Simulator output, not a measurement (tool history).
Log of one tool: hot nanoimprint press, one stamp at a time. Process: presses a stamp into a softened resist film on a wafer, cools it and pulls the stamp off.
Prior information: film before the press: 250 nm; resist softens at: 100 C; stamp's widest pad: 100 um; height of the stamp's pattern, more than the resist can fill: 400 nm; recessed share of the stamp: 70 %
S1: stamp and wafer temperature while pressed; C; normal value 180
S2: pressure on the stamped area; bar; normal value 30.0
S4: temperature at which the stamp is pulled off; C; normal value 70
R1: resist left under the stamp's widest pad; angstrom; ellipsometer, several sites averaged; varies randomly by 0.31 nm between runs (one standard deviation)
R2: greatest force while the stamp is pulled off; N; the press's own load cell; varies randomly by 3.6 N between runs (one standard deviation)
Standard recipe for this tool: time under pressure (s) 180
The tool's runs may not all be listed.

run 1 hour=0.0 | S1=180 S2=30.0 time_under_pressure_(s)=180 S4=70 | R1=1218 R2=184
run 2 hour=14.9 | S1=180 S2=30.0 time_under_pressure_(s)=180 S4=70 | R1=1221 R2=180
run 3 hour=42.9 | S1=180 S2=30.0 time_under_pressure_(s)=180 S4=70 | R1=1218 R2=181
run 4 hour=59.3 | S1=180 S2=30.0 time_under_pressure_(s)=180 S4=70 | R1=1223 R2=183
run 5 hour=73.3 | S1=177 S2=30.0 time_under_pressure_(s)=180 S4=70 | R1=1344 R2=178
run 6 hour=89.6 | S1=177 S2=30.0 time_under_pressure_(s)=180 S4=70 | R1=1352 R2=173
run 7 hour=108.1 | S1=177 S2=30.0 time_under_pressure_(s)=180 S4=70 | R1=1350 R2=178
-- hour=135.2 stamp cleaned and given a new release coat
run 8 hour=135.2 | S1=180 S2=30.0 time_under_pressure_(s)=180 S4=70 | R1=1231 R2=185
run 9 hour=155.2 | S1=180 S2=30.0 time_under_pressure_(s)=276 S4=70 | R1=1063 R2=186
run 10 hour=173.9 | S1=180 S2=30.0 time_under_pressure_(s)=276 S4=70 | R1=1059 R2=174
run 11 hour=195.3 | S1=180 S2=30.0 time_under_pressure_(s)=180 S4=63 | R1=1231 R2=205
run 12 hour=217.9 | S1=180 S2=30.0 time_under_pressure_(s)=180 S4=63 | R1=1231 R2=197
run 13 hour=244.9 | S1=180 S2=30.0 time_under_pressure_(s)=180 S4=63 | R1=1232 R2=202
run 14 hour=264.7 | S1=180 S2=30.0 time_under_pressure_(s)=180 S4=63 | R1=1238 R2=206
run 15 hour=289.9 | S1=180 S2=30.0 time_under_pressure_(s)=180 S4=70 | R1=1233 R2=176
run 16 hour=301.9 | S1=180 S2=36.0 time_under_pressure_(s)=180 S4=70 | R1=1125 R2=177
run 17 hour=331.2 | S1=180 S2=36.0 time_under_pressure_(s)=180 S4=70 | R1=1126 R2=174
-- hour=363.8 stamp cleaned and given a new release coat
run 18 hour=366.0 | S1=180 S2=36.0 time_under_pressure_(s)=180 S4=70 | R1=1129 R2=179
run 19 hour=393.5 | S1=180 S2=36.0 time_under_pressure_(s)=180 S4=70 | R1=1136 R2=170
-- hour=400.7 plate thermocouple calibrated
run 20 hour=409.2 | S1=180 S2=36.0 time_under_pressure_(s)=180 S4=70 | R1=1132 R2=174
run 21 hour=425.9 | S1=180 S2=36.0 time_under_pressure_(s)=180 S4=70 | R1=1132 R2=169
run 22 hour=448.2 | S1=169 S2=40.3 time_under_pressure_(s)=98 S4=63 | R1=1822 R2=202
run 23 hour=466.3 | S1=169 S2=40.3 time_under_pressure_(s)=98 S4=63 | R1=1839 R2=205
run 24 hour=482.3 | S1=172 S2=41.2 time_under_pressure_(s)=192 S4=66 | R1=1368 R2=195
run 25 hour=498.3 | S1=169 S2=30.0 time_under_pressure_(s)=180 S4=76 | R1=1767 R2=152
-- hour=505.0 gauge calibrated
run 26 hour=519.3 | S1=169 S2=46.0 time_under_pressure_(s)=180 S4=62 | R1=1441 R2=199
run 27 hour=541.7 | S1=187 S2=23.2 time_under_pressure_(s)=180 S4=70 | R1=1108 R2=180
run 28 hour=560.6 | S1=180 S2=30.0 time_under_pressure_(s)=220 S4=62 | R1=1142 R2=202
run 29 hour=582.4 | S1=180 S2=30.0 time_under_pressure_(s)=220 S4=62 | R1=1145 R2=202

For some of the steps in R1 from one run to the next: how much would appear even if the tool had no hidden state, given the settings, what came in and random variation, and how much remains for the hidden state plus any gauge scatter that the measured result and the result without hidden state don't share?
What the log doesn't record here: true temperature over the reading, C; pressure that arrives at the usual setting, %; grip of the stamp's worn release coat, % over a new coat's; drift of the gauge itself on residual_nm, %; drift of the gauge itself on pull_off_n, %.
Run 21 -> 22: S1 180 -> 169, S2 36.0 -> 40.3, time under pressure (s) 180 -> 98, S4 70 -> 63. R1 +690 angstrom: hidden state +19, all else +671.
Run 23 -> 24: S1 169 -> 172, S2 40.3 -> 41.2, time under pressure (s) 98 -> 192, S4 63 -> 66. R1 -471 angstrom: hidden state -10, all else -461.
Run 25 -> 26: S2 30.0 -> 46.0, S4 76 -> 62, gauge calibrated. R1 -326 angstrom: hidden state -49, all else -277.

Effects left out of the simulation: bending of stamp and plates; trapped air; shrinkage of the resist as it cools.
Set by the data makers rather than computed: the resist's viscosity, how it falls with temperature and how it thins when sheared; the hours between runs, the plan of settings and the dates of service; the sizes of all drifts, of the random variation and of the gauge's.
